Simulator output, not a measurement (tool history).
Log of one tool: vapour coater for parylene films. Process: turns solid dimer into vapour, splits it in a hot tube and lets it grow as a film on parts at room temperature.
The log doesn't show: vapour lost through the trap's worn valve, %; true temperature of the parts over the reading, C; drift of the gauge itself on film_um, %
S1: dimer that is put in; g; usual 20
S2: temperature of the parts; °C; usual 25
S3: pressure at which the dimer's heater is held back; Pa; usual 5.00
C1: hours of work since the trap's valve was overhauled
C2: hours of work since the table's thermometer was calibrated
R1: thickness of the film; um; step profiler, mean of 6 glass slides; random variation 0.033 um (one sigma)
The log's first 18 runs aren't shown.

run	hour	S1	S2	S3	C1	C2	R1
19	465.0	18	26	3.49	102	572	3.01
20	496.1	18	26	3.49	115	585	2.97
21	526.5	27	32	9.71	127	597	3.33
22	557.2	13	25	7.52	139	609	2.00
23	581.0	21	29	2.24	148	619	3.41
24	603.6	30	25	5.00	158	628	4.83
25	633.3	30	25	5.00	169	640	4.84
26	647.7	13	31	5.00	175	646	1.78
27	677.8	13	31	5.00	187	658	1.79
28	707.3	13	31	5.00	199	669	1.81
29	726.7	8	28	5.00	207	677	1.21

The next listed run, before its measurement:
30	758.8	8	26	4.79	220	690	?

{"run 30": {"R1": 1.25}}
Without the tool's hidden state the same run would have given R1 1.29 um.

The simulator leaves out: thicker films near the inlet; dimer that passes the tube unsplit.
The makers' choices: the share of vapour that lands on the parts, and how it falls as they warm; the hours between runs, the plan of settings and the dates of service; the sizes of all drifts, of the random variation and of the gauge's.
